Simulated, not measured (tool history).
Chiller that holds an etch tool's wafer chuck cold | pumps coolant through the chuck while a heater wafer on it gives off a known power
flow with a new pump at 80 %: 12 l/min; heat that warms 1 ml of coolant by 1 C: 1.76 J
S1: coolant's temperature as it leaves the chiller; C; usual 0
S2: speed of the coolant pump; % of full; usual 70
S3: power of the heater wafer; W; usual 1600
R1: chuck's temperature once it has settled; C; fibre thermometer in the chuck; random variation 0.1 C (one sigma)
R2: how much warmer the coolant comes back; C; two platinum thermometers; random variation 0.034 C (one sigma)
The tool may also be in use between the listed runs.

run 1 hour=0.0 | S1=0 S2=70 S3=1600 | R1=12.1 R2=5.51
run 2 hour=45.1 | S1=0 S2=70 S3=1600 | R1=12.1 R2=5.51
run 3 hour=88.2 | S1=0 S2=70 S3=1600 | R1=12.1 R2=5.50
run 4 hour=132.2 | S1=0 S2=70 S3=1600 | R1=12.1 R2=5.50
run 5 hour=183.3 | S1=0 S2=70 S3=1600 | R1=12.1 R2=5.57
run 6 hour=249.8 | S1=0 S2=70 S3=1600 | R1=12.3 R2=5.45
run 7 hour=296.4 | S1=2 S2=70 S3=1600 | R1=14.3 R2=5.53
run 8 hour=360.0 | S1=0 S2=70 S3=1600 | R1=12.1 R2=5.59
run 9 hour=421.9 | S1=0 S2=70 S3=1600 | R1=12.3 R2=5.49
run 10 hour=483.2 | S1=0 S2=70 S3=1189 | R1=8.9 R2=4.20
run 11 hour=518.4 | S1=0 S2=70 S3=1189 | R1=8.8 R2=4.17
run 12 hour=573.7 | S1=0 S2=70 S3=1600 | R1=12.2 R2=5.60
run 13 hour=602.4 | S1=0 S2=70 S3=1600 | R1=12.3 R2=5.55
-- hour=609.5 chiller's thermometer calibrated
run 14 hour=661.0 | S1=0 S2=70 S3=1600 | R1=12.9 R2=5.59
run 15 hour=702.1 | S1=0 S2=70 S3=1600 | R1=12.8 R2=5.60
run 16 hour=739.3 | S1=0 S2=70 S3=1600 | R1=12.9 R2=5.58

Forecast run 17:
run 17 hour=779.6 | S1=9 S2=70 S3=1600 | R1=? R2=?

R1: 22.0 C
R2: 5.60 C
Without the tool's hidden state the same run would have given R1 20.1 C, R2 5.22 C.
